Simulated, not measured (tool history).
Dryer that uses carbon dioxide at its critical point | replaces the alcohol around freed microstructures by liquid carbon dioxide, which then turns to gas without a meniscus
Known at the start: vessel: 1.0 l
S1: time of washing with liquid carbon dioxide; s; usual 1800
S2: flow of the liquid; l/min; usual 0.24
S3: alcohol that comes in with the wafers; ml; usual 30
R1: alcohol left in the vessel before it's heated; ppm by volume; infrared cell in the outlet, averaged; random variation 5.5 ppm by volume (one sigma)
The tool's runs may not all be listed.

| run | hour | S1 | S2 | S3 | R1 |
|---|---|---|---|---|---|
| 1 | 0 | 1800 | 0.24 | 30 | 202 |
| 2 | 60 | 1800 | 0.24 | 30 | 209 |
| 3 | 108.4 | 1200 | 0.24 | 30 | 947 |
| 4 | 135 | 1800 | 0.24 | 30 | 216 |
| 5 | 178.2 | 1800 | 0.24 | 48 | 316 |
| 6 | 216.8 | 2040 | 0.312 | 45 | 91 |
| 7 | 263 | 1500 | 0.155 | 30 | 1782 |
| 8 | 309.6 | 1500 | 0.155 | 30 | 1835 |
| 9 | 343.7 | 1500 | 0.297 | 30 | 219 |
| 10 | 389.1 | 2880 | 0.24 | 30 | 90 |

Measured less the same run without the tool's hidden state. The same run-to-run variation is in both; the gauge's scatter may not be:
The hidden state here: flow that reaches the vessel past the clogged filter, %; alcohol in the recycled carbon dioxide, ppm; drift of the gauge itself on alcohol_ppm, %.
| run | R1 |
|---|---|
| 1 | +55 |
| 2 | +62 |
| 3 | +110 |
| 4 | +71 |
| 5 | +86 |
| 6 | +63 |
| 7 | +210 |
| 8 | +237 |
| 9 | +91 |
| 10 | +71 |
